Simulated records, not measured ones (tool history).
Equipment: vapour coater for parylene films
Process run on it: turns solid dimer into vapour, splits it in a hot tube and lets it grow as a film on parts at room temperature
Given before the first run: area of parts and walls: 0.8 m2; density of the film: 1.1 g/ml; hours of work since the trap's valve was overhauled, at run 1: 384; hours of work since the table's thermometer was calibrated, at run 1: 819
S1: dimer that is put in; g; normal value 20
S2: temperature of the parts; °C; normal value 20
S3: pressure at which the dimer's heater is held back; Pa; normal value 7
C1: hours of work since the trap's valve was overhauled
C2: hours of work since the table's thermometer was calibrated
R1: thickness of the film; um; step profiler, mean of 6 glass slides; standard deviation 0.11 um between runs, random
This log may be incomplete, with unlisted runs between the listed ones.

Run 1, hour 0: usual settings; C1 384; C2 819. Result: R1 11.86 um.
Run 2, hour 25.2: usual settings; C1 405; C2 840. Result: R1 11.98 um.
Run 3, hour 49.8: usual settings; C1 425; C2 860. Result: R1 12.01 um.
Run 4, hour 86: usual settings but S1 15 g; C1 455; C2 890. Result: R1 8.75 um.
Run 5, hour 113: usual settings but S3 9.57 Pa; C1 478; C2 912. Result: R1 10.83 um.
At hour 120.1: trap's valve overhauled.
Run 6, hour 139.5: usual settings but S3 9.57 Pa; C1 16; C2 931. Result: R1 12.05 um.
Run 7, hour 169.6: usual settings; C1 41; C2 956. Result: R1 12.88 um.
Run 8, hour 201.6: usual settings but S3 6.19 Pa; C1 67; C2 982. Result: R1 13.08 um.
At hour 232.9: table's thermometer calibrated.
Run 9, hour 233.9: usual settings but S3 6.19 Pa; C1 93; C2 1. Result: R1 13.95 um.
Run 10, hour 256.3: usual settings but S3 6.03 Pa; C1 111; C2 19. Result: R1 13.81 um.
Run 11, hour 280.5: usual settings but S1 34 g, S3 6.03 Pa; C1 131; C2 39. Result: R1 23.55 um.
Run 12, hour 308: usual settings but S1 8 g; C1 154; C2 62. Result: R1 5.28 um.
Run 13, hour 342.4: usual settings but S1 8 g; C1 182; C2 90. Result: R1 5.17 um.

What does the tool deliver on the next run?
Run 14, hour 371.8: usual settings but S1 10 g; C1 207; C2 115. Result: R1 ?.

{"run 14": {"R1": 6.32}}
Were there no unlogged condition in the tool, this run, its random variation unchanged, would have produced R1 6.72 um.

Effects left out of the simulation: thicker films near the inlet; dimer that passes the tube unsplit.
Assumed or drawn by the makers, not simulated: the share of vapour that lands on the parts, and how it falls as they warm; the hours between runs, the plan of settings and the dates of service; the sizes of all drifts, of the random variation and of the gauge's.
